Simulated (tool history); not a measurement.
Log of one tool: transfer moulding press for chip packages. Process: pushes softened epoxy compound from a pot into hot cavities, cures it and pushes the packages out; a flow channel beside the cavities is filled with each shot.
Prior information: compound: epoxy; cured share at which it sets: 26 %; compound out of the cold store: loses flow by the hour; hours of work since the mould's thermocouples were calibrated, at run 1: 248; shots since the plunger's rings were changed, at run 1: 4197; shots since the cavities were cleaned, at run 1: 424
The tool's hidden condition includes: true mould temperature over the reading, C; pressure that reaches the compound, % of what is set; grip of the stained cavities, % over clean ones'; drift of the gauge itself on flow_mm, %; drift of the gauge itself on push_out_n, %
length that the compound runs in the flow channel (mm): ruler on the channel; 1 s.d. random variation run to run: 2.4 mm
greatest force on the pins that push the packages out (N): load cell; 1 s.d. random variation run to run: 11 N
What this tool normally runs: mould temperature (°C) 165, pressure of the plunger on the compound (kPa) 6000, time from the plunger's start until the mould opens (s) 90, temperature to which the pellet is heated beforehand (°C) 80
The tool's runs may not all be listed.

run	hour	mould temperature (°C)	pressure of the plunger on the compound (kPa)	time from the plunger's start until the mould opens (s)	temperature to which the pellet is heated beforehand (°C)	hours of work since the mould's thermocouples were calibrated	shots since the plunger's rings were changed	shots since the cavities were cleaned	incoming compound's hours out of the cold store	length that the compound runs in the flow channel (mm)	greatest force on the pins that push the packages out (N)
1	0.0	165	6000	90	80	248	4197	424	36.7	653	767
2	29.9	165	6000	90	80	265	4498	725	18.5	741	837
# hour 45.6: plunger's sealing rings changed
# hour 51.2: cavities cleaned with cleaning compound and waxed
3	55.7	165	6000	90	83	277	88	46	31.6	700	561
4	87.4	165	6000	90	80	295	406	364	29.4	708	716
5	115.6	165	6000	90	80	311	690	648	41.6	645	781
6	130.8	165	6000	90	89	320	843	801	42.0	643	791
# hour 142.6: cavities cleaned with cleaning compound and waxed
7	150.4	165	6000	90	89	330	1025	78	12.8	786	611
8	174.1	165	5470	90	82	343	1264	317	29.3	676	700
9	201.9	165	6910	90	86	359	1544	597	47.9	659	741
10	217.0	167	6910	90	86	367	1696	749	39.8	692	715

Predict the results of run 11:
# hour 233.1: cavities cleaned with cleaning compound and waxed
# hour 243.9: mould's thermocouples calibrated
11	248.3	170	6080	90	80	2	1975	132	44.1	?	?

For run 11 the tool returned length that the compound runs in the flow channel (mm) 622, greatest force on the pins that push the packages out (N) 524.
Had the tool carried no hidden state, the very same run would have given length that the compound runs in the flow channel (mm) 631, greatest force on the pins that push the packages out (N) 452.

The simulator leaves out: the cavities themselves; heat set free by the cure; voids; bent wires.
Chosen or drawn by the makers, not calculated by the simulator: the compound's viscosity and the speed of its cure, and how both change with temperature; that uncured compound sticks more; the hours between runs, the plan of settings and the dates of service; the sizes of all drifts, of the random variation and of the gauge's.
